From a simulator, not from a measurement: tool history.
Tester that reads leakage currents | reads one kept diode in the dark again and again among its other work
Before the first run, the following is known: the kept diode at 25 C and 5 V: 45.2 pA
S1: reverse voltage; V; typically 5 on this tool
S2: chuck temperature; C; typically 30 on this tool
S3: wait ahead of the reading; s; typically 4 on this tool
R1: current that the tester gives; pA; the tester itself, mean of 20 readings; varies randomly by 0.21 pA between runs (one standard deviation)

run    hour     S1  S2    S3      R1
  1       0      5  30     4   70.45
  2    75.4    5.4  30     4   71.58
  3   185.4      5  31     4   74.87
  4   303.4      5  31     4    73.6
  5   438.7      5  31     4   73.11
  6   562.3      5  30     4   67.21
  7   690.8      5  30     4   66.66
      705.6  -- tester calibrated
  8   786.5      5  41     4  148.19
  9   920.1      5  30     4   65.66
 10   997.4      5  30     4   65.34
 11  1078.4   2.46  25   0.6   34.39
     1144.7  -- tester calibrated, once more
 12  1219.8   6.27  22   0.6   41.72
     1302.9  -- chuck's temperature calibrated
 13  1339.5    6.5  28  7.04    70.5
 14  1449.9   6.53  52  0.62  379.83
 15    1548      5  59     4  545.13
 16  1653.9  13.73  30  0.78  112.45
 17  1724.2  13.73  45  0.45  304.23
 18  1798.8  14.59  54  0.46  561.81

Consider 5 possible next runs. They are alternatives, not a sequence: every one starts from the tool as it was left by run 18. What does each give?
  A  1927.9  14.59  26  0.46   ?
  B  1927.9   9.33  54  0.46   ?
  C  1927.9   1.18  30     4   ?
  D  1927.9  15.61  20     4   ?
  E  1927.9  14.59  50  1.23   ?

run      R1
  A   91.91
  B  473.56
  C   40.43
  D   65.02
  E  423.37
Stripped of hidden state, with their random variation kept, the same runs would have yielded:
run      R1
  A   75.13
  B  489.16
  C   41.57
  D   44.85
  E  428.17

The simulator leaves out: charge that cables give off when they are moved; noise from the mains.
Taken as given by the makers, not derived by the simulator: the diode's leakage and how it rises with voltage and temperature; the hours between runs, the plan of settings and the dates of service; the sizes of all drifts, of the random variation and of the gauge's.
